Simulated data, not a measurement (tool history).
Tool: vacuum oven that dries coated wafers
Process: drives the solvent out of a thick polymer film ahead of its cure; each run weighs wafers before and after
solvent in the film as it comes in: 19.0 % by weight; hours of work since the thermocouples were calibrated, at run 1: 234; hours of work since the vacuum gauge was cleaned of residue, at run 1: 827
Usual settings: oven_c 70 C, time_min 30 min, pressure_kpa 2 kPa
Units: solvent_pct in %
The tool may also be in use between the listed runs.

run	day	oven_c	time_min	pressure_kpa	hours of work since the thermocouples were calibrated	hours of work since the vacuum gauge was cleaned of residue	solvent_pct
1	0	70	30	2	234	827	1.58
2	0.567	70	34	2	244	838	1.41
3	1.812	70	30	1.04	268	861	1.16
4	2.967	70	17	2	289	883	3.18
5	3.875	70	17	2	306	900	3.17
6	4.742	70	17	2	322	916	3.2
7	5.521	70	30	2	337	931	1.6
8	6.1	73	30	2	348	941	1.2
9	6.917	70	30	5.51	363	957	3.15
10	7.483	64	30	5.51	374	967	4.67
11	8.15	64	30	5.51	386	980	4.63
12	9.396	64	30	5.51	409	1003	4.68
13	10.171	64	30	7.73	424	1017	5.85
14	10.992	64	30	7.73	439	1033	5.84
15	11.875	64	30	7.73	456	1049	5.89
16	12.592	64	30	7.73	469	1063	5.88
17	13.4	78	28	2.84	484	1078	1.17
18	14.708	78	28	3.72	509	1102	1.44
19	15.858	61	30	2.23	530	1124	3.72
20	16.85	71	43	2.23	549	1142	1.27
# day 17.008: vacuum gauge cleaned of residue and calibrated
21	17.733	71	25	2.23	564	14	1.93
22	19	77	30	2	588	37	0.98
# day 19.583: vacuum gauge cleaned of residue and calibrated, once more
23	20.162	74	30	7.77	608	11	3.11
24	20.962	74	30	3.05	623	26	1.28
25	21.7	74	30	3.05	637	40	1.34
26	22.512	74	30	1.1	652	55	0.6
27	23.258	74	50	2.39	666	69	0.92
28	24.196	74	16	2.39	684	86	2.25
29	25.129	66	17	4.76	701	104	5.28
30	25.875	66	17	4.76	715	118	5.31

4 ways to go on from here, each from the tool as it stands after run 30. What would each give?
A	27.162	79	23	1.62	739	142	?
B	27.162	70	47	2	739	142	?
C	27.162	66	33	3.88	739	142	?
D	27.162	66	42	4.43	739	142	?

run	solvent_pct
A	0.64
B	1
C	2.72
D	2.67
Without the tool's hidden state the same runs would have given:
run	solvent_pct
A	0.68
B	1.02
C	2.88
D	2.79

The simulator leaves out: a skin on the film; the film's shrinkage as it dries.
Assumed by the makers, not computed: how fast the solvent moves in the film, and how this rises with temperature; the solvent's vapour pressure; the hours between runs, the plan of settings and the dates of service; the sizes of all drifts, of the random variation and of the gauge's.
